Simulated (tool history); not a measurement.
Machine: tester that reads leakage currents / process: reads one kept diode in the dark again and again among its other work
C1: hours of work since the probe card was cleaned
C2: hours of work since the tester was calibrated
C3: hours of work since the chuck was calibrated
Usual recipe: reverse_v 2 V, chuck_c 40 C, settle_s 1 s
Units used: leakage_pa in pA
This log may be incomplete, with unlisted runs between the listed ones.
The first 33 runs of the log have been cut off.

{"run": 34, "hour": 4053.5, "reverse_v": 2, "chuck_c": 39, "settle_s": 1.6, "C1": 682, "C2": 608, "C3": 839, "leakage_pa": 82.9}
{"run": 35, "hour": 4237.0, "reverse_v": 15.3, "chuck_c": 40, "settle_s": 1, "C1": 785, "C2": 711, "C3": 941, "leakage_pa": 173.72}
{"run": 36, "hour": 4313.3, "reverse_v": 17.96, "chuck_c": 22, "settle_s": 1, "C1": 828, "C2": 754, "C3": 984, "leakage_pa": 47.72}
{"run": 37, "hour": 4425.1, "reverse_v": 17.96, "chuck_c": 22, "settle_s": 1, "C1": 890, "C2": 816, "C3": 1047, "leakage_pa": 48.25}
{"run": 38, "hour": 4539.5, "reverse_v": 1.28, "chuck_c": 23, "settle_s": 1.5, "C1": 954, "C2": 880, "C3": 1111, "leakage_pa": 17.81}
{"run": 39, "hour": 4654.7, "reverse_v": 1.28, "chuck_c": 23, "settle_s": 1.5, "C1": 1019, "C2": 945, "C3": 1175, "leakage_pa": 17.64}
{"run": 40, "hour": 4826.9, "reverse_v": 1.68, "chuck_c": 56, "settle_s": 0.42, "C1": 1115, "C2": 1041, "C3": 1271, "leakage_pa": 297.32}
{"run": 41, "hour": 5007.5, "reverse_v": 2.45, "chuck_c": 28, "settle_s": 0.32, "C1": 1216, "C2": 1142, "C3": 1372, "leakage_pa": 35.41}

Consider 3 possible next runs. They are alternatives, not a sequence: every one starts from the tool as it was left by run 41. What does each give?
{"run": "A", "hour": 5173.0, "reverse_v": 2.45, "chuck_c": 57, "settle_s": 0.69, "C1": 1309, "C2": 1235, "C3": 1465, "leakage_pa": "?"}
{"run": "B", "hour": 5173.0, "reverse_v": 4.65, "chuck_c": 40, "settle_s": 3.94, "C1": 1309, "C2": 1235, "C3": 1465, "leakage_pa": "?"}
{"run": "C", "hour": 5173.0, "reverse_v": 4.29, "chuck_c": 52, "settle_s": 1.33, "C1": 1309, "C2": 1235, "C3": 1465, "leakage_pa": "?"}

run=A leakage_pa=358.63
run=B leakage_pa=113.72
run=C leakage_pa=289.46
What these runs would have given with no unlogged condition in the tool:
run=A leakage_pa=377.39
run=B leakage_pa=117.17
run=C leakage_pa=303.21
